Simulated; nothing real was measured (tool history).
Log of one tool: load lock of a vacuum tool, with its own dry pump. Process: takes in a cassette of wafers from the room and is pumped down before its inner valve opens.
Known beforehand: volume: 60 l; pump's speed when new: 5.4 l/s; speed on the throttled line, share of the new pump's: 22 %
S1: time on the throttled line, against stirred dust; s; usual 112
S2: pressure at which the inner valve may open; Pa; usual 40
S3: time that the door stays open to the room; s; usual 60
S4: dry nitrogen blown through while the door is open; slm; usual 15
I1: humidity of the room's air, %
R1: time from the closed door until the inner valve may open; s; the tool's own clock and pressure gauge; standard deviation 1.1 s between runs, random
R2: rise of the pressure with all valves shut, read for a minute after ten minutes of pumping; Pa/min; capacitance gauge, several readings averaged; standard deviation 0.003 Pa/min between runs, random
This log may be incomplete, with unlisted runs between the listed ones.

Run 1, hour 0: usual settings; I1 46. Result: R1 183.4 s, R2 0.037 Pa/min.
Run 2, hour 65.3: usual settings; I1 47.4. Result: R1 184.5 s, R2 0.035 Pa/min.
Run 3, hour 119.2: usual settings but S2 51 Pa; I1 45.3. Result: R1 180.4 s, R2 0.038 Pa/min.
Run 4, hour 181: usual settings but S2 51 Pa, S4 16 slm; I1 46.6. Result: R1 180.8 s, R2 0.039 Pa/min.
Run 5, hour 255.6: usual settings but S2 51 Pa, S4 16 slm; I1 44.9. Result: R1 183.3 s, R2 0.036 Pa/min.
Run 6, hour 313.8: usual settings but S2 51 Pa, S3 125 s, S4 16 slm; I1 45.7. Result: R1 180.7 s, R2 0.054 Pa/min.
Run 7, hour 392.1: usual settings but S2 51 Pa, S3 125 s, S4 16 slm; I1 43.3. Result: R1 180.5 s, R2 0.051 Pa/min.
Run 8, hour 470.2: usual settings but S2 51 Pa, S3 125 s, S4 16 slm; I1 42.6. Result: R1 182.1 s, R2 0.055 Pa/min.
Run 9, hour 546.9: usual settings but S2 51 Pa, S3 125 s, S4 16 slm; I1 42.9. Result: R1 180.9 s, R2 0.058 Pa/min.
Run 10, hour 598.4: usual settings but S2 51 Pa, S3 125 s, S4 16 slm; I1 43. Result: R1 184.1 s, R2 0.049 Pa/min.
Run 11, hour 640.1: usual settings but S2 51 Pa, S3 125 s, S4 16 slm; I1 44.5. Result: R1 181.4 s, R2 0.054 Pa/min.
Run 12, hour 717.5: usual settings but S1 169 s; I1 43.7. Result: R1 228.3 s, R2 0.045 Pa/min.
Run 13, hour 776.9: usual settings but S2 66 Pa; I1 43.2. Result: R1 179.6 s, R2 0.044 Pa/min.
Run 14, hour 826.8: usual settings but S2 66 Pa; I1 45.9. Result: R1 179.6 s, R2 0.044 Pa/min.
Run 15, hour 895: usual settings but S2 66 Pa; I1 46.4. Result: R1 180.5 s, R2 0.048 Pa/min.
Run 16, hour 953.4: usual settings but S1 219 s; I1 44.2. Result: R1 267 s, R2 0.044 Pa/min.
Run 17, hour 1010.5: usual settings but S1 143 s, S2 42 Pa, S3 43 s, S4 12 slm; I1 44.8. Result: R1 206.3 s, R2 0.048 Pa/min.
Run 18, hour 1082.6: usual settings but S1 190 s, S2 42 Pa, S3 112 s, S4 10 slm; I1 46.5. Result: R1 242.6 s, R2 0.062 Pa/min.
Run 19, hour 1138.4: usual settings but S1 57 s, S2 45 Pa, S3 30 s, S4 12 slm; I1 45.7. Result: R1 142.7 s, R2 0.043 Pa/min.
Run 20, hour 1217.5: usual settings but S1 57 s, S2 45 Pa, S3 30 s, S4 12 slm; I1 45.1. Result: R1 144.6 s, R2 0.041 Pa/min.
Run 21, hour 1307.4: usual settings but S1 129 s, S2 67 Pa; I1 42.8. Result: R1 192.5 s, R2 0.046 Pa/min.
Run 22, hour 1355.5: usual settings but S1 129 s, S2 67 Pa; I1 46.7. Result: R1 194.4 s, R2 0.047 Pa/min.
Run 23, hour 1444.6: usual settings but S1 91 s, S2 51 Pa, S3 84 s, S4 32 slm; I1 45.7. Result: R1 165.6 s, R2 0.046 Pa/min.
Run 24, hour 1504: usual settings but S1 91 s, S2 50 Pa, S3 62 s, S4 13 slm; I1 45.6. Result: R1 167.4 s, R2 0.055 Pa/min.
Run 25, hour 1561.4: usual settings but S1 64 s, S2 45 Pa, S3 34 s; I1 45.5. Result: R1 149.1 s, R2 0.043 Pa/min.
Run 26, hour 1654.7: usual settings but S1 64 s, S2 45 Pa, S3 34 s; I1 46. Result: R1 147.9 s, R2 0.042 Pa/min.
Run 27, hour 1734.1: usual settings but S1 64 s, S2 45 Pa, S3 175 s; I1 48.6. Result: R1 149.7 s, R2 0.075 Pa/min.
Run 28, hour 1774.2: usual settings but S1 64 s, S2 45 Pa, S3 175 s; I1 43.2. Result: R1 148 s, R2 0.076 Pa/min.
Run 29, hour 1829.4: usual settings but S1 89 s, S3 43 s; I1 43.9. Result: R1 169.1 s, R2 0.048 Pa/min.
Run 30, hour 1911.1: usual settings but S1 89 s, S3 43 s; I1 44.7. Result: R1 169.5 s, R2 0.049 Pa/min.
Run 31, hour 1955.2: usual settings but S1 89 s, S3 43 s; I1 45.9. Result: R1 170.6 s, R2 0.055 Pa/min.

3 ways to go on from here, each from the tool as it stands after run 31. What would each give?
Run A, hour 2027.8: usual settings but S3 68 s, S4 8 slm; I1 44.7. Result: R1 ?, R2 ?.
Run B, hour 2027.8: usual settings but S1 89 s, S2 52 Pa, S3 79 s, S4 25 slm; I1 46.2. Result: R1 ?, R2 ?.
Run C, hour 2027.8: usual settings but S1 89 s, S2 50 Pa, S3 43 s, S4 5 slm; I1 45.2. Result: R1 ?, R2 ?.

run     R1     R2
  A  187.1  0.068
  B  166.4  0.059
  C  166.3  0.066
Without the tool's hidden state the same runs would have given:
run     R1     R2
  A  175.9  0.037
  B  154.9  0.028
  C  154.6  0.035
